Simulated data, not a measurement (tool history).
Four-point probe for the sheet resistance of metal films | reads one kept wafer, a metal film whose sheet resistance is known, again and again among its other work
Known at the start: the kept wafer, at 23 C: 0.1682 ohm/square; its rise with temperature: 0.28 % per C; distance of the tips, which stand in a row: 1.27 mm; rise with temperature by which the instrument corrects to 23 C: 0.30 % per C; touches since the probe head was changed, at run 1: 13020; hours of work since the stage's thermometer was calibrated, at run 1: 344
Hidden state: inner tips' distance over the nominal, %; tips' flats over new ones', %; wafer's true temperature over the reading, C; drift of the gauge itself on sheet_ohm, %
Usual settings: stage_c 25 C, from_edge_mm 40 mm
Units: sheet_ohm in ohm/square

| run | hour | stage_c | from_edge_mm | touches since the probe head was changed | hours of work since the stage's thermometer was calibrated | sheet_ohm |
|---|---|---|---|---|---|---|
| 1 | 0.0 | 25 | 40 | 13020 | 344 | 0.168263 |
| 2 | 29.8 | 25 | 40 | 14140 | 358 | 0.168248 |
| 3 | 58.8 | 25 | 40 | 15234 | 372 | 0.168245 |
| 4 | 90.4 | 25 | 40 | 16423 | 387 | 0.168254 |
| 5 | 122.6 | 25 | 40 | 17636 | 403 | 0.168232 |
| 6 | 141.6 | 25 | 40 | 18349 | 412 | 0.168294 |
| 7 | 159.3 | 25 | 40 | 19016 | 421 | 0.168238 |
| 8 | 182.3 | 25 | 40 | 19883 | 432 | 0.168271 |
| 9 | 208.5 | 27 | 40 | 20867 | 445 | 0.168202 |
| 10 | 224.0 | 27 | 40 | 21450 | 452 | 0.168192 |
| 11 | 254.1 | 25 | 11 | 22586 | 467 | 0.169389 |
| 12 | 285.8 | 25 | 40 | 23778 | 482 | 0.168232 |
| 13 | 307.9 | 25 | 40 | 24610 | 493 | 0.168261 |
| 14 | 322.0 | 25 | 40 | 25140 | 500 | 0.168274 |
| 15 | 337.5 | 25 | 40 | 25724 | 507 | 0.168300 |
| 16 | 351.3 | 25 | 40 | 26243 | 514 | 0.168328 |
| 17 | 366.4 | 25 | 40 | 26809 | 521 | 0.168290 |
| 18 | 382.4 | 25 | 50 | 27414 | 529 | 0.168221 |
| 19 | 402.9 | 25 | 40 | 28186 | 539 | 0.168190 |
| 20 | 425.5 | 25 | 40 | 29036 | 550 | 0.168287 |
| 21 | 441.3 | 25 | 40 | 29629 | 557 | 0.168257 |
| 22 | 464.6 | 25 | 40 | 30507 | 569 | 0.168283 |
| 23 | 483.6 | 31 | 6 | 31224 | 578 | 0.171908 |
| 24 | 497.7 | 22 | 40 | 31755 | 585 | 0.168314 |
| 25 | 526.7 | 29 | 9 | 32845 | 599 | 0.169813 |
| 26 | 543.2 | 34 | 36 | 33468 | 607 | 0.168074 |
| 27 | 557.5 | 29 | 19 | 34002 | 614 | 0.168522 |
| 28 | 586.5 | 22 | 37 | 35095 | 628 | 0.168333 |
| 29 | 620.4 | 21 | 74 | 36373 | 644 | 0.168270 |
| 30 | 638.9 | 23 | 26 | 37070 | 653 | 0.168440 |
| 31 | 657.2 | 23 | 26 | 37758 | 662 | 0.168405 |
| 32 | 673.5 | 23 | 53 | 38371 | 670 | 0.168262 |
| 33 | 701.5 | 22 | 5 | 39425 | 684 | 0.173831 |
| 34 | 719.9 | 26 | 5 | 40115 | 693 | 0.173731 |
| 35 | 744.6 | 28 | 9 | 41047 | 705 | 0.169841 |
| 36 | 764.0 | 21 | 7 | 41778 | 714 | 0.171208 |
| 37 | 795.8 | 23 | 22 | 42974 | 729 | 0.168542 |
| 38 | 817.6 | 32 | 6 | 43795 | 740 | 0.171924 |
| 39 | 846.1 | 27 | 35 | 44867 | 754 | 0.168258 |
| 40 | 865.3 | 28 | 3 | 45590 | 763 | 0.182817 |
| 41 | 896.1 | 28 | 27 | 46750 | 778 | 0.168274 |
| 42 | 910.1 | 25 | 66 | 47274 | 785 | 0.168166 |
| 43 | 938.2 | 33 | 5 | 48332 | 798 | 0.173630 |
| 44 | 972.1 | 35 | 23 | 49611 | 815 | 0.168245 |

Forecast each of these 3 alternatives for the next run:
| A | 987.6 | 25 | 37 | 50195 | 822 | ? |
| B | 987.6 | 19 | 13 | 50195 | 822 | ? |
| C | 987.6 | 28 | 46 | 50195 | 822 | ? |

| run | sheet_ohm |
|---|---|
| A | 0.168304 |
| B | 0.169155 |
| C | 0.168150 |
Without the tool's hidden state the same runs would have given:
| run | sheet_ohm |
|---|---|
| A | 0.168290 |
| B | 0.169141 |
| C | 0.168136 |
